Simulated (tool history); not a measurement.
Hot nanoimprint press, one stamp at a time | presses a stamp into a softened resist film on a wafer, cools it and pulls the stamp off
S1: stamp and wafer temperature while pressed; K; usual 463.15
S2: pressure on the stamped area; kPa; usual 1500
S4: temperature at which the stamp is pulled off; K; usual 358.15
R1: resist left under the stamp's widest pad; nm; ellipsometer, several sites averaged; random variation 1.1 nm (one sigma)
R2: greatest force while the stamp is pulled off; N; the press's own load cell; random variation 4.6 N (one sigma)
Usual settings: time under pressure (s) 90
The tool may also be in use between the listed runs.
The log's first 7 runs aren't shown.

run 8 hour=464.4 | S1=463.15 S2=1500 time_under_pressure_(s)=90 S4=358.15 | R1=289.5 R2=234
run 9 hour=533.9 | S1=463.15 S2=1500 time_under_pressure_(s)=90 S4=358.15 | R1=288.3 R2=225
run 10 hour=614.6 | S1=463.15 S2=1500 time_under_pressure_(s)=90 S4=358.15 | R1=288.6 R2=226
run 11 hour=696.7 | S1=463.15 S2=1500 time_under_pressure_(s)=90 S4=358.15 | R1=289.7 R2=231
run 12 hour=781.2 | S1=463.15 S2=1500 time_under_pressure_(s)=90 S4=353.15 | R1=288.6 R2=259
-- hour=805.1 press's hydraulic seals changed and the load cell set to zero
-- hour=844.1 plate thermocouple calibrated
run 13 hour=871.8 | S1=463.15 S2=2210 time_under_pressure_(s)=90 S4=353.15 | R1=252.7 R2=246
run 14 hour=928.9 | S1=463.15 S2=1500 time_under_pressure_(s)=90 S4=358.15 | R1=288.9 R2=233
run 15 hour=999.7 | S1=463.15 S2=1500 time_under_pressure_(s)=90 S4=358.15 | R1=288.9 R2=232
-- hour=1030.9 stamp cleaned and given a new release coat
run 16 hour=1092.6 | S1=463.15 S2=1290 time_under_pressure_(s)=90 S4=358.15 | R1=305.4 R2=232
run 17 hour=1159.7 | S1=456.15 S2=1290 time_under_pressure_(s)=90 S4=355.15 | R1=370.7 R2=230
run 18 hour=1249.4 | S1=465.15 S2=1290 time_under_pressure_(s)=46 S4=355.15 | R1=347.2 R2=239
run 19 hour=1330.9 | S1=465.15 S2=1290 time_under_pressure_(s)=46 S4=362.15 | R1=349.2 R2=221
run 20 hour=1373.3 | S1=465.15 S2=1290 time_under_pressure_(s)=46 S4=362.15 | R1=348.3 R2=213
run 21 hour=1435.9 | S1=465.15 S2=1290 time_under_pressure_(s)=46 S4=362.15 | R1=347.8 R2=211
run 22 hour=1525.7 | S1=465.15 S2=1290 time_under_pressure_(s)=46 S4=362.15 | R1=347 R2=220
run 23 hour=1595.3 | S1=459.15 S2=1500 time_under_pressure_(s)=90 S4=358.15 | R1=331.2 R2=236
-- hour=1653.9 stamp cleaned and given a new release coat
run 24 hour=1653.9 | S1=468.15 S2=1380 time_under_pressure_(s)=90 S4=358.15 | R1=250.8 R2=223
-- hour=1696.1 plate thermocouple calibrated
run 25 hour=1712.1 | S1=468.15 S2=1380 time_under_pressure_(s)=90 S4=358.15 | R1=252.1 R2=221
run 26 hour=1781.3 | S1=473.15 S2=1640 time_under_pressure_(s)=67 S4=358.15 | R1=219.4 R2=229
run 27 hour=1827.7 | S1=473.15 S2=950 time_under_pressure_(s)=67 S4=358.15 | R1=272.9 R2=224
-- hour=1852.3 press's hydraulic seals changed and the load cell set to zero
run 28 hour=1902.7 | S1=452.15 S2=1170 time_under_pressure_(s)=90 S4=358.15 | R1=415.7 R2=222
run 29 hour=1986.7 | S1=460.15 S2=1500 time_under_pressure_(s)=103 S4=358.15 | R1=305.2 R2=227
run 30 hour=2039.2 | S1=460.15 S2=1500 time_under_pressure_(s)=103 S4=358.15 | R1=306 R2=232

4 ways to go on from here, each from the tool as it stands after run 30. What would each give?
run A hour=2112.7 | S1=463.15 S2=1500 time_under_pressure_(s)=90 S4=347.15 | R1=? R2=?
run B hour=2112.7 | S1=460.15 S2=1820 time_under_pressure_(s)=109 S4=358.15 | R1=? R2=?
run C hour=2112.7 | S1=460.15 S2=1960 time_under_pressure_(s)=121 S4=347.15 | R1=? R2=?
run D hour=2112.7 | S1=471.15 S2=1500 time_under_pressure_(s)=59 S4=346.15 | R1=? R2=?

run=A R1=290.1 R2=271
run=B R1=280.8 R2=230
run=C R1=264.5 R2=265
run=D R1=257 R2=274
Without the tool's hidden state the same runs would have given:
run=A R1=290 R2=268
run=B R1=280.7 R2=227
run=C R1=264.4 R2=262
run=D R1=256.9 R2=271
